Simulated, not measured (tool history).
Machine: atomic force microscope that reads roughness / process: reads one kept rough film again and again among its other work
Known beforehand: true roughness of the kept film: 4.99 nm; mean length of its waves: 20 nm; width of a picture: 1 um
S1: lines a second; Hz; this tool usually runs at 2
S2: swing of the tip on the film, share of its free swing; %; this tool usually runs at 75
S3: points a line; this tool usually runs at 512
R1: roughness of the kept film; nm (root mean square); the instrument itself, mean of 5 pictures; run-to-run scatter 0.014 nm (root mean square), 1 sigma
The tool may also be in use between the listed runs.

run,hour,S1,S2,S3,R1
1,0,2,75,512,2.952
2,10.3,2,75,512,2.834
3,19.4,2,75,512,2.739
4,28.4,2,75,512,2.668
5,36.3,2,75,512,2.598
6,46.5,2,75,512,2.51
# hour 48.3: height scale calibrated on a step standard
7,59.7,2,71,512,2.491
8,70.3,2,71,512,2.424
9,81.6,2,71,512,2.348
10,90.6,2,71,512,2.269
11,103.5,2,71,512,2.199
12,111.2,3.78,71,977,2.02
# hour 113.3: height scale calibrated on a step standard, once more
# hour 115.5: new tip fitted
13,118,3.56,75,472,3.083
14,124.4,3.56,75,472,3.013
15,135.8,2.66,64,926,3.273
16,142.3,2.66,64,926,3.239
17,150.9,2,82,512,2.841
18,156.5,2,82,512,2.776
19,165.5,2,82,512,2.699

Results per run with the tool's hidden condition removed, run-to-run variation unchanged:
Hidden state at play: radius of the tip, nm; height scale over the true one, %; drift of the gauge itself on roughness_nm, %.
run,R1
1,3.483
2,3.481
3,3.471
4,3.48
5,3.477
6,3.478
7,3.572
8,3.583
9,3.582
10,3.554
11,3.555
12,3.326
13,3.174
14,3.175
15,3.607
16,3.656
17,3.3
18,3.287
19,3.304
